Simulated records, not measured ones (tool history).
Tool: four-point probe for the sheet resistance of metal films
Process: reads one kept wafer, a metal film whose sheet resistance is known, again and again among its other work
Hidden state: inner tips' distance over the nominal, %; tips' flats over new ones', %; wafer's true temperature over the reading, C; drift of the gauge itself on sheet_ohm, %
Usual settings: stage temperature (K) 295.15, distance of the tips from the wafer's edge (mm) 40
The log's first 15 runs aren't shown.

| run | day | stage temperature (K) | distance of the tips from the wafer's edge (mm) | touches since the probe head was changed | hours of work since the stage's thermometer was calibrated | sheet resistance as the instrument gives it (ohm/square) |
|---|---|---|---|---|---|---|
| 16 | 7.312 | 295.15 | 40 | 12279 | 808 | 0.957757 |
| 17 | 7.992 | 301.15 | 40 | 13288 | 821 | 0.957973 |
| 18 | 8.358 | 301.15 | 40 | 13835 | 828 | 0.958033 |
| 19 | 8.975 | 307.15 | 40 | 14753 | 839 | 0.958478 |
| 20 | 9.412 | 302.15 | 40 | 15399 | 847 | 0.958597 |
| 21 | 9.933 | 293.15 | 16 | 16174 | 856 | 0.958795 |
| 22 | 10.296 | 293.15 | 69 | 16712 | 863 | 0.957994 |
| 23 | 10.75 | 293.15 | 69 | 17392 | 871 | 0.958141 |
| 24 | 11.304 | 292.15 | 10 | 18214 | 881 | 0.960246 |
| 25 | 11.696 | 295.15 | 40 | 18798 | 888 | 0.958467 |
| 26 | 12.238 | 295.15 | 40 | 19605 | 898 | 0.958327 |
| 27 | 12.792 | 292.15 | 40 | 20430 | 908 | 0.958435 |
| 28 | 13.1 | 292.15 | 40 | 20884 | 914 | 0.958584 |
| 29 | 13.467 | 306.15 | 44 | 21433 | 921 | 0.958587 |
| 30 | 14.038 | 306.15 | 44 | 22283 | 931 | 0.95844 |
| 31 | 14.442 | 300.15 | 31 | 22885 | 938 | 0.958636 |
| 32 | 14.758 | 306.15 | 31 | 23357 | 944 | 0.958401 |
| 33 | 15.304 | 306.15 | 31 | 24163 | 954 | 0.958517 |
| 34 | 15.788 | 296.15 | 40 | 24887 | 963 | 0.958257 |
| 35 | 16.279 | 300.15 | 33 | 25619 | 972 | 0.958688 |
| 36 | 16.7 | 300.15 | 33 | 26241 | 980 | 0.958663 |

5 ways to go on from here, each from the tool as it stands after run 36. What would each give?
| A | 17.025 | 292.15 | 4 | 26728 | 985 | ? |
| B | 17.025 | 300.15 | 33 | 26728 | 985 | ? |
| C | 17.025 | 299.15 | 75 | 26728 | 985 | ? |
| D | 17.025 | 300.15 | 74 | 26728 | 985 | ? |
| E | 17.025 | 293.15 | 39 | 26728 | 985 | ? |

| run | sheet resistance as the instrument gives it (ohm/square) |
|---|---|
| A | 0.971263 |
| B | 0.958782 |
| C | 0.958213 |
| D | 0.958666 |
| E | 0.958782 |
Without the tool's hidden state the same runs would have given:
| run | sheet resistance as the instrument gives it (ohm/square) |
|---|---|
| A | 0.97438 |
| B | 0.961888 |
| C | 0.961314 |
| D | 0.961772 |
| E | 0.961866 |
